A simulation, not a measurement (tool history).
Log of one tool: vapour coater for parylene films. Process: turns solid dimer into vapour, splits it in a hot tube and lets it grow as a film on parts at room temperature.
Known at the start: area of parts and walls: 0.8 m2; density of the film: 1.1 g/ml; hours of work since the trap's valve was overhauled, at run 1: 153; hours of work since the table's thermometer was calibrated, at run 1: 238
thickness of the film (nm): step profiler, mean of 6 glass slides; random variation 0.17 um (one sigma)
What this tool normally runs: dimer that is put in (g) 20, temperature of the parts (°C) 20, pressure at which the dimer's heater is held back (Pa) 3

run   hour  dimer that is put in (g)  temperature of the parts (°C)  pressure at which the dimer's heater is held back (Pa)  hours of work since the trap's valve was overhauled  hours of work since the table's thermometer was calibrated  thickness of the film (nm)
  1      0                        20                             20                                                       3                                                  153                                                         238                       19510
  2     18                        20                             20                                                       3                                                  169                                                         253                       19380
  3   32.4                        20                             20                                                       3                                                  182                                                         266                       19670
  4   52.2                        20                             20                                                       3                                                  199                                                         284                       19550
  5   71.6                        20                             16                                                       3                                                  216                                                         301                       21820
      85.7  -- trap's valve overhauled
  6   93.1                        28                             30                                                    3.58                                                    7                                                         316                       17830
      95.4  -- table's thermometer calibrated
  7  113.1                        28                             30                                                    3.58                                                   23                                                          16                       17520
  8  127.8                        19                             23                                                     7.7                                                   36                                                          29                       13180
  9  143.9                        19                             23                                                     7.7                                                   51                                                          43                       13110
 10  163.5                        25                             15                                                    3.37                                                   68                                                          60                       27640

Branching from run 10: 4 alternative next runs. What would each branch give?
  A  179.7                        20                             14                                                    5.91                                                   82                                                          75                           ?
  B  179.7                        25                             21                                                   10.68                                                   82                                                          75                           ?
  C  179.7                        32                             27                                                    9.55                                                   82                                                          75                           ?
  D  179.7                        16                             13                                                       3                                                   82                                                          75                           ?

run  thickness of the film (nm)
  A                       21290
  B                       17370
  C                       17880
  D                       17520
Had the tool no hidden state, the same runs would have come out as:
run  thickness of the film (nm)
  A                       22130
  B                       18120
  C                       18650
  D                       17890

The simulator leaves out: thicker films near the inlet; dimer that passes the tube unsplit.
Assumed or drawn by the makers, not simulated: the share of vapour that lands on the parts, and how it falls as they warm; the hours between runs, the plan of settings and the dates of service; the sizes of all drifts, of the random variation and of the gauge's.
